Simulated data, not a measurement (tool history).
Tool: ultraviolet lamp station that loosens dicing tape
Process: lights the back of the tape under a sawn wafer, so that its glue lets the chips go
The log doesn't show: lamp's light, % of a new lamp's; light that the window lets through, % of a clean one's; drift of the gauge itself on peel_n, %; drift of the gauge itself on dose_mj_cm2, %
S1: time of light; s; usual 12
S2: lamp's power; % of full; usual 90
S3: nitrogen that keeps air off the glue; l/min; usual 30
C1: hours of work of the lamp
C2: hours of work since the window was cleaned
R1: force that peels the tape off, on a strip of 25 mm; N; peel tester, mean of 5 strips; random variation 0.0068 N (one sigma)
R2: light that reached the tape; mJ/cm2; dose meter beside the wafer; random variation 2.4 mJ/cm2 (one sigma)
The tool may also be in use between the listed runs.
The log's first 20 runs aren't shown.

| run | day | S1 | S2 | S3 | C1 | C2 | R1 | R2 |
|---|---|---|---|---|---|---|---|---|
| 21 | 10.479 | 14 | 65 | 11 | 484 | 20 | 1.186 | 213 |
| 22 | 10.946 | 14 | 88 | 39 | 489 | 26 | 0.143 | 286 |
| 23 | 11.404 | 8 | 90 | 30 | 494 | 31 | 0.829 | 173 |
| 24 | 11.833 | 12 | 85 | 35 | 500 | 36 | 0.280 | 236 |
| 25 | 12.592 | 12 | 85 | 35 | 508 | 45 | 0.294 | 243 |
| 26 | 12.962 | 12 | 90 | 13 | 513 | 50 | 0.722 | 252 |
| 27 | 13.654 | 19 | 80 | 53 | 521 | 58 | 0.078 | 352 |
| 28 | 14.229 | 12 | 66 | 20 | 528 | 65 | 0.954 | 183 |
| 29 | 14.646 | 12 | 66 | 20 | 533 | 70 | 0.963 | 181 |
| 30 | 15.267 | 23 | 70 | 18 | 540 | 77 | 0.178 | 372 |
| 31 | 15.779 | 6 | 85 | 43 | 546 | 83 | 1.320 | 119 |
| 32 | 16.483 | 6 | 85 | 43 | 554 | 91 | 1.370 | 120 |
| 33 | 16.992 | 8 | 88 | 27 | 560 | 97 | 0.960 | 159 |
| 34 | 17.479 | 8 | 88 | 27 | 566 | 103 | 0.988 | 159 |
| 35 | 17.917 | 8 | 88 | 27 | 571 | 108 | 0.992 | 161 |
| 36 | 18.300 | 8 | 75 | 27 | 576 | 113 | 1.311 | 136 |
| 37 | 18.629 | 23 | 75 | 33 | 580 | 117 | 0.086 | 394 |
| 38 | 19.167 | 23 | 75 | 33 | 586 | 123 | 0.078 | 400 |

Forecast each of these 4 alternatives for the next run:
| A | 19.696 | 15 | 75 | 47 | 592 | 129 | ? | ? |
| B | 19.696 | 7 | 94 | 22 | 592 | 129 | ? | ? |
| C | 19.696 | 22 | 75 | 33 | 592 | 129 | ? | ? |
| D | 19.696 | 23 | 75 | 41 | 592 | 129 | ? | ? |

| run | R1 | R2 |
|---|---|---|
| A | 0.183 | 260 |
| B | 1.314 | 148 |
| C | 0.090 | 375 |
| D | 0.077 | 395 |
Without the tool's hidden state the same runs would have given:
| run | R1 | R2 |
|---|---|---|
| A | 0.140 | 286 |
| B | 1.091 | 163 |
| C | 0.075 | 414 |
| D | 0.069 | 436 |
